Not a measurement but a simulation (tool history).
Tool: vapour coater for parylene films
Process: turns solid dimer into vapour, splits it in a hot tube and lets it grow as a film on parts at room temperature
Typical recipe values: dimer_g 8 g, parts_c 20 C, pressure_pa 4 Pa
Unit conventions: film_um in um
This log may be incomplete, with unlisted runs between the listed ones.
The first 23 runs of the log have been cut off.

{"run": 24, "day": 27.662, "dimer_g": 8, "parts_c": 24, "pressure_pa": 5.98, "film_um": 1.92}
{"run": 25, "day": 28.912, "dimer_g": 4, "parts_c": 24, "pressure_pa": 5.5, "film_um": 0.97}
{"run": 26, "day": 30.346, "dimer_g": 4, "parts_c": 24, "pressure_pa": 5.5, "film_um": 0.963}
{"run": 27, "day": 31.033, "dimer_g": 8, "parts_c": 17, "pressure_pa": 4.36, "film_um": 2.569}
{"run": 28, "day": 32.183, "dimer_g": 4, "parts_c": 20, "pressure_pa": 6.23, "film_um": 1.096}
{"day": 32.329, "done": "table's thermometer calibrated"}
{"run": 29, "day": 33.662, "dimer_g": 7, "parts_c": 12, "pressure_pa": 6.23, "film_um": 2.532}
{"run": 30, "day": 34.492, "dimer_g": 9, "parts_c": 20, "pressure_pa": 4, "film_um": 2.628}
{"run": 31, "day": 35.154, "dimer_g": 5, "parts_c": 28, "pressure_pa": 8.78, "film_um": 0.98}

Consider 4 possible next runs. They are alternatives, not a sequence: every one starts from the tool as it was left by run 31. What does each give?
{"run": "A", "day": 36.004, "dimer_g": 3, "parts_c": 21, "pressure_pa": 2.03, "film_um": "?"}
{"run": "B", "day": 36.004, "dimer_g": 11, "parts_c": 16, "pressure_pa": 5.48, "film_um": "?"}
{"run": "C", "day": 36.004, "dimer_g": 4, "parts_c": 19, "pressure_pa": 6.65, "film_um": "?"}
{"run": "D", "day": 36.004, "dimer_g": 8, "parts_c": 20, "pressure_pa": 2.62, "film_um": "?"}

run=A film_um=0.937
run=B film_um=3.525
run=C film_um=1.124
run=D film_um=2.488
With the hidden condition removed and each run's random variation left untouched, the same runs would have given:
run=A film_um=0.949
run=B film_um=3.571
run=C film_um=1.139
run=D film_um=2.52

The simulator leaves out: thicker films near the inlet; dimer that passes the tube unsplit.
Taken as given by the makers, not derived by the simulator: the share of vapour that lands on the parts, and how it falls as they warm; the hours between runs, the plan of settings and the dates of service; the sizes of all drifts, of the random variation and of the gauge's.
